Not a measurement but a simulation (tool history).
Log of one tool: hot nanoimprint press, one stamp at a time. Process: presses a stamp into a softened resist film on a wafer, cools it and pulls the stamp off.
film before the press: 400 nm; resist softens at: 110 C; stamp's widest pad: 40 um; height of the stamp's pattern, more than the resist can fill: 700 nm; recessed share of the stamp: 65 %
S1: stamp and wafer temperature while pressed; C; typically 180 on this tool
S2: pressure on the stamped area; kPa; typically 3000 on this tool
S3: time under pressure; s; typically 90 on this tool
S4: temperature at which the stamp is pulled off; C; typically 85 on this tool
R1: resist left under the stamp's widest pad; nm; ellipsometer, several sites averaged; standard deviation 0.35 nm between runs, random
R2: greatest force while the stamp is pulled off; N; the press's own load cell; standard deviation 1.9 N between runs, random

{"run": 1, "hour": 0.0, "S1": 180, "S2": 3000, "S3": 90, "S4": 85, "R1": 213, "R2": 153}
{"run": 2, "hour": 16.4, "S1": 180, "S2": 3000, "S3": 90, "S4": 85, "R1": 213.7, "R2": 153}
{"run": 3, "hour": 31.4, "S1": 180, "S2": 3000, "S3": 90, "S4": 85, "R1": 214.5, "R2": 152}
{"run": 4, "hour": 43.9, "S1": 180, "S2": 3000, "S3": 90, "S4": 85, "R1": 214.6, "R2": 150}
{"run": 5, "hour": 61.8, "S1": 180, "S2": 3000, "S3": 90, "S4": 85, "R1": 213.5, "R2": 156}
{"run": 6, "hour": 75.8, "S1": 180, "S2": 3000, "S3": 90, "S4": 85, "R1": 213.6, "R2": 153}
{"run": 7, "hour": 85.8, "S1": 180, "S2": 3000, "S3": 90, "S4": 85, "R1": 213.9, "R2": 157}
{"run": 8, "hour": 108.3, "S1": 180, "S2": 3000, "S3": 90, "S4": 85, "R1": 214.8, "R2": 152}
{"run": 9, "hour": 127.2, "S1": 180, "S2": 3000, "S3": 90, "S4": 85, "R1": 215.3, "R2": 158}
{"run": 10, "hour": 139.5, "S1": 180, "S2": 4160, "S3": 90, "S4": 85, "R1": 180.4, "R2": 156}
{"run": 11, "hour": 152.7, "S1": 180, "S2": 4160, "S3": 117, "S4": 85, "R1": 165.3, "R2": 159}
{"hour": 176.9, "done": "plate thermocouple calibrated"}
{"run": 12, "hour": 179.7, "S1": 180, "S2": 2980, "S3": 90, "S4": 85, "R1": 209.8, "R2": 157}
{"run": 13, "hour": 193.3, "S1": 180, "S2": 2980, "S3": 114, "S4": 85, "R1": 195, "R2": 160}
{"run": 14, "hour": 210.5, "S1": 180, "S2": 2980, "S3": 114, "S4": 85, "R1": 195.5, "R2": 158}

Run 15 has not been measured yet. What should we expect?
{"run": 15, "hour": 231.0, "S1": 180, "S2": 3000, "S3": 90, "S4": 85, "R1": "?", "R2": "?"}

{"run 15": {"R1": 209.1, "R2": 160}}
Had the tool carried no hidden state, the very same run would have given R1 206.2 nm, R2 133 N.
